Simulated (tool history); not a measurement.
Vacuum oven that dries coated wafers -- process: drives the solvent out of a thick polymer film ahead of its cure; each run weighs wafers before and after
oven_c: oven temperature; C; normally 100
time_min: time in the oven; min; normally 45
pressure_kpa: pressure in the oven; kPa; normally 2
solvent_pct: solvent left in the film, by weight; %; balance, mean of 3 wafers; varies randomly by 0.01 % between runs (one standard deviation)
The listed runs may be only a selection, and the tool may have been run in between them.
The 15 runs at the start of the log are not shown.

| run | hour | oven_c | time_min | pressure_kpa | hours of work since the thermocouples were calibrated | hours of work since the vacuum gauge was cleaned of residue | solvent_pct |
|---|---|---|---|---|---|---|---|
| 16 | 383.3 | 100 | 45 | 2 | 659 | 420 | 1.99 |
| 17 | 406.3 | 100 | 45 | 2 | 670 | 432 | 1.99 |
| 18 | 430.4 | 100 | 45 | 2 | 683 | 444 | 1.97 |
| 19 | 445.7 | 100 | 45 | 2 | 691 | 452 | 1.99 |
| 20 | 462.3 | 100 | 45 | 2 | 699 | 460 | 2.01 |
| 21 | 477.6 | 92 | 25 | 2.61 | 707 | 468 | 6.66 |
| 22 | 500.3 | 100 | 47 | 2 | 718 | 480 | 1.87 |
| 23 | 527.9 | 100 | 47 | 2 | 732 | 494 | 1.87 |
| 24 | 561.1 | 106 | 28 | 3.23 | 749 | 511 | 3.04 |
| 25 | 576.4 | 106 | 36 | 3.23 | 757 | 519 | 2.22 |
| 26 | 605.3 | 99 | 41 | 1.63 | 772 | 533 | 2.24 |
| 27 | 633.9 | 100 | 45 | 1.18 | 786 | 548 | 1.61 |
| 28 | 666.4 | 100 | 45 | 1.18 | 803 | 564 | 1.61 |
| 29 | 685.5 | 100 | 34 | 2.23 | 813 | 574 | 3.02 |
| 30 | 720.3 | 100 | 34 | 2.23 | 831 | 592 | 3.01 |
| 31 | 743.3 | 95 | 81 | 4.82 | 842 | 604 | 3.09 |

Each row is a separate what-if for the run after 31, all from the same tool condition, not one after another. Results?
| A | 764.2 | 100 | 45 | 5.39 | 853 | 614 | ? |
| B | 764.2 | 95 | 81 | 1.79 | 853 | 614 | ? |
| C | 764.2 | 93 | 81 | 2.25 | 853 | 614 | ? |
| D | 764.2 | 105 | 69 | 1.05 | 853 | 614 | ? |
| E | 764.2 | 93 | 73 | 1.91 | 853 | 614 | ? |

| run | solvent_pct |
|---|---|
| A | 3.51 |
| B | 1.37 |
| C | 1.83 |
| D | 0.55 |
| E | 1.77 |
What these runs would have given with no unlogged condition in the tool:
| run | solvent_pct |
|---|---|
| A | 3.75 |
| B | 1.43 |
| C | 1.93 |
| D | 0.55 |
| E | 1.88 |
